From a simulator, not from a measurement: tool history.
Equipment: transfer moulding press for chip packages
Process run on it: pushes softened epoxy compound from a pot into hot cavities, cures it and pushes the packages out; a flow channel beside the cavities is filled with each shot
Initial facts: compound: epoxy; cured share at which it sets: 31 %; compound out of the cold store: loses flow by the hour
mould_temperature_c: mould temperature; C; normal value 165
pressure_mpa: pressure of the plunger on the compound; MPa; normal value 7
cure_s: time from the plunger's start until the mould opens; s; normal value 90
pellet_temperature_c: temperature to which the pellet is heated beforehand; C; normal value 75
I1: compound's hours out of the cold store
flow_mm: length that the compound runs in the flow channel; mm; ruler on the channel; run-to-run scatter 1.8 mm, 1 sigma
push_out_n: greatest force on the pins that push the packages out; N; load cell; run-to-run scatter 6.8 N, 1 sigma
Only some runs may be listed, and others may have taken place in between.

run 1 hour=0 | mould_temperature_c=165 pressure_mpa=7 cure_s=90 pellet_temperature_c=75 | I1=14.3 | flow_mm=911 push_out_n=455
run 2 hour=13.1 | mould_temperature_c=165 pressure_mpa=7 cure_s=90 pellet_temperature_c=75 | I1=45 | flow_mm=786 push_out_n=493
run 3 hour=24.2 | mould_temperature_c=165 pressure_mpa=7 cure_s=90 pellet_temperature_c=75 | I1=23.6 | flow_mm=867 push_out_n=501
-- hour=27.1 cavities cleaned with cleaning compound and waxed
run 4 hour=34.7 | mould_temperature_c=165 pressure_mpa=7 cure_s=90 pellet_temperature_c=75 | I1=21.4 | flow_mm=876 push_out_n=345
run 5 hour=47 | mould_temperature_c=165 pressure_mpa=7 cure_s=90 pellet_temperature_c=75 | I1=40 | flow_mm=801 push_out_n=434
run 6 hour=60.7 | mould_temperature_c=165 pressure_mpa=7 cure_s=90 pellet_temperature_c=75 | I1=45.6 | flow_mm=780 push_out_n=480
run 7 hour=69.5 | mould_temperature_c=165 pressure_mpa=7 cure_s=90 pellet_temperature_c=75 | I1=28.4 | flow_mm=843 push_out_n=511
-- hour=75.4 cavities cleaned with cleaning compound and waxed
run 8 hour=78.6 | mould_temperature_c=165 pressure_mpa=7 cure_s=90 pellet_temperature_c=75 | I1=28.6 | flow_mm=841 push_out_n=321
run 9 hour=90.7 | mould_temperature_c=165 pressure_mpa=7 cure_s=90 pellet_temperature_c=75 | I1=10 | flow_mm=920 push_out_n=398
run 10 hour=105.1 | mould_temperature_c=165 pressure_mpa=7 cure_s=90 pellet_temperature_c=75 | I1=15.4 | flow_mm=897 push_out_n=459
run 11 hour=111.7 | mould_temperature_c=165 pressure_mpa=7 cure_s=90 pellet_temperature_c=83 | I1=24.9 | flow_mm=853 push_out_n=479
run 12 hour=119.5 | mould_temperature_c=165 pressure_mpa=7 cure_s=90 pellet_temperature_c=75 | I1=24 | flow_mm=857 push_out_n=525
-- hour=123.7 cavities cleaned with cleaning compound and waxed
run 13 hour=135.1 | mould_temperature_c=165 pressure_mpa=7 cure_s=90 pellet_temperature_c=75 | I1=15.4 | flow_mm=890 push_out_n=388
run 14 hour=148.4 | mould_temperature_c=165 pressure_mpa=7 cure_s=86 pellet_temperature_c=75 | I1=20.2 | flow_mm=869 push_out_n=480
run 15 hour=161.9 | mould_temperature_c=165 pressure_mpa=7 cure_s=90 pellet_temperature_c=75 | I1=35.3 | flow_mm=808 push_out_n=497
-- hour=164.7 mould's thermocouples calibrated
-- hour=173.3 cavities cleaned with cleaning compound and waxed
run 16 hour=178.6 | mould_temperature_c=165 pressure_mpa=6.38 cure_s=90 pellet_temperature_c=78 | I1=26 | flow_mm=805 push_out_n=320
-- hour=184.3 plunger's sealing rings changed
run 17 hour=191.1 | mould_temperature_c=165 pressure_mpa=6.38 cure_s=90 pellet_temperature_c=78 | I1=25.2 | flow_mm=824 push_out_n=379
-- hour=199.9 mould's thermocouples calibrated, once more
run 18 hour=206.5 | mould_temperature_c=165 pressure_mpa=6.38 cure_s=90 pellet_temperature_c=78 | I1=28.3 | flow_mm=814 push_out_n=481
run 19 hour=221 | mould_temperature_c=172 pressure_mpa=7 cure_s=90 pellet_temperature_c=77 | I1=9.1 | flow_mm=905 push_out_n=476
-- hour=225.7 cavities cleaned with cleaning compound and waxed
run 20 hour=236.1 | mould_temperature_c=172 pressure_mpa=7.78 cure_s=97 pellet_temperature_c=77 | I1=42.7 | flow_mm=818 push_out_n=338
run 21 hour=244.7 | mould_temperature_c=172 pressure_mpa=7.78 cure_s=97 pellet_temperature_c=77 | I1=47.5 | flow_mm=801 push_out_n=397
run 22 hour=255.4 | mould_temperature_c=165 pressure_mpa=8.74 cure_s=112 pellet_temperature_c=73 | I1=23.1 | flow_mm=969 push_out_n=445
run 23 hour=262.7 | mould_temperature_c=165 pressure_mpa=8.74 cure_s=112 pellet_temperature_c=85 | I1=42.1 | flow_mm=887 push_out_n=458
run 24 hour=270.3 | mould_temperature_c=171 pressure_mpa=5.91 cure_s=90 pellet_temperature_c=82 | I1=35 | flow_mm=739 push_out_n=497
-- hour=274.3 cavities cleaned with cleaning compound and waxed
run 25 hour=281.9 | mould_temperature_c=170 pressure_mpa=7.33 cure_s=90 pellet_temperature_c=82 | I1=28.1 | flow_mm=852 push_out_n=328
run 26 hour=294 | mould_temperature_c=165 pressure_mpa=7 cure_s=104 pellet_temperature_c=75 | I1=23.5 | flow_mm=869 push_out_n=413
run 27 hour=302.1 | mould_temperature_c=165 pressure_mpa=5.57 cure_s=90 pellet_temperature_c=71 | I1=43 | flow_mm=704 push_out_n=460
run 28 hour=308.5 | mould_temperature_c=167 pressure_mpa=5.43 cure_s=72 pellet_temperature_c=81 | I1=27.1 | flow_mm=739 push_out_n=558
-- hour=322.5 cavities cleaned with cleaning compound and waxed
run 29 hour=323.6 | mould_temperature_c=167 pressure_mpa=5.43 cure_s=72 pellet_temperature_c=81 | I1=14.9 | flow_mm=786 push_out_n=351

Below, each run's measurement less what the same run would have read without the hidden state. Both values contain the same run-to-run variation, but the gauge's scatter may not be the same in both:
Hidden state at play: true mould temperature over the reading, C; pressure that reaches the compound, % of what is set; grip of the stained cavities, % over clean ones'; drift of the gauge itself on flow_mm, %; drift of the gauge itself on push_out_n, %.
run=1 flow_mm=-4 push_out_n=+180
run=2 flow_mm=-4 push_out_n=+220
run=3 flow_mm=-6 push_out_n=+237
run=4 flow_mm=-7 push_out_n=+69
run=5 flow_mm=-8 push_out_n=+153
run=6 flow_mm=-8 push_out_n=+207
run=7 flow_mm=-10 push_out_n=+231
run=8 flow_mm=-11 push_out_n=+37
run=9 flow_mm=-13 push_out_n=+124
run=10 flow_mm=-14 push_out_n=+191
run=11 flow_mm=-15 push_out_n=+214
run=12 flow_mm=-15 push_out_n=+241
run=13 flow_mm=-17 push_out_n=+101
run=14 flow_mm=-18 push_out_n=+185
run=15 flow_mm=-18 push_out_n=+219
run=16 flow_mm=-20 push_out_n=+48
run=17 flow_mm=-6 push_out_n=+117
run=18 flow_mm=-2 push_out_n=+205
run=19 flow_mm=-4 push_out_n=+225
run=20 flow_mm=-4 push_out_n=+92
run=21 flow_mm=-5 push_out_n=+145
run=22 flow_mm=-7 push_out_n=+192
run=23 flow_mm=-7 push_out_n=+210
run=24 flow_mm=-7 push_out_n=+234
run=25 flow_mm=-8 push_out_n=+71
run=26 flow_mm=-10 push_out_n=+151
run=27 flow_mm=-9 push_out_n=+195
run=28 flow_mm=-10 push_out_n=+253
run=29 flow_mm=-11 push_out_n=+18

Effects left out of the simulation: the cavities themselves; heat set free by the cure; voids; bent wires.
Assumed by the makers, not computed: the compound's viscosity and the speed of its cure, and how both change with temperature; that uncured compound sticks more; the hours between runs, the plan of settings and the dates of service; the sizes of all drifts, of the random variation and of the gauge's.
